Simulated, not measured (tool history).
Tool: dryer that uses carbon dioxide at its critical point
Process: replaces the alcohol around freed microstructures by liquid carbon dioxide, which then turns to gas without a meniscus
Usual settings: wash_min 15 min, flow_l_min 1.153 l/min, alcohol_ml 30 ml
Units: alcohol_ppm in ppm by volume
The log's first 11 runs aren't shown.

run	hour	wash_min	flow_l_min	alcohol_ml	hours of work since the filter was changed	hours of work since the purifier's bed was changed	alcohol_ppm
12	266.6	15	1.153	30	120	243	65
13	286.0	15	1.153	30	135	258	61
14	304.2	15	1.153	30	150	273	64
15	324.3	15	1.153	30	166	288	65
16	343.1	15	1.153	30	181	303	66
17	358.5	16	1.153	30	193	315	58
18	375.0	16	1.153	30	206	329	59
19	407.6	15	1.153	57	232	354	90
20	421.9	22	1.730	25	243	366	41
21	435.3	16	1.153	30	253	376	64
22	461.3	16	1.153	30	274	397	71
23	493.0	16	1.153	30	299	422	81
24	521.1	11	1.530	39	321	444	108
25	536.0	10	0.730	35	333	456	1471
26	566.7	10	0.730	35	357	480	1451
27	596.3	13	1.153	30	381	503	138
28	612.7	13	1.153	30	394	516	135
29	631.4	15	1.950	30	408	531	70
30	656.6	16	1.950	61	428	551	71

Forecast each of these 3 alternatives for the next run:
A	676.8	15	1.153	107	444	567	?
B	676.8	16	1.100	61	444	567	?
C	676.8	10	1.000	30	444	567	?

run	alcohol_ppm
A	201
B	141
C	532
Without the tool's hidden state the same runs would have given:
run	alcohol_ppm
A	83
B	48
C	347
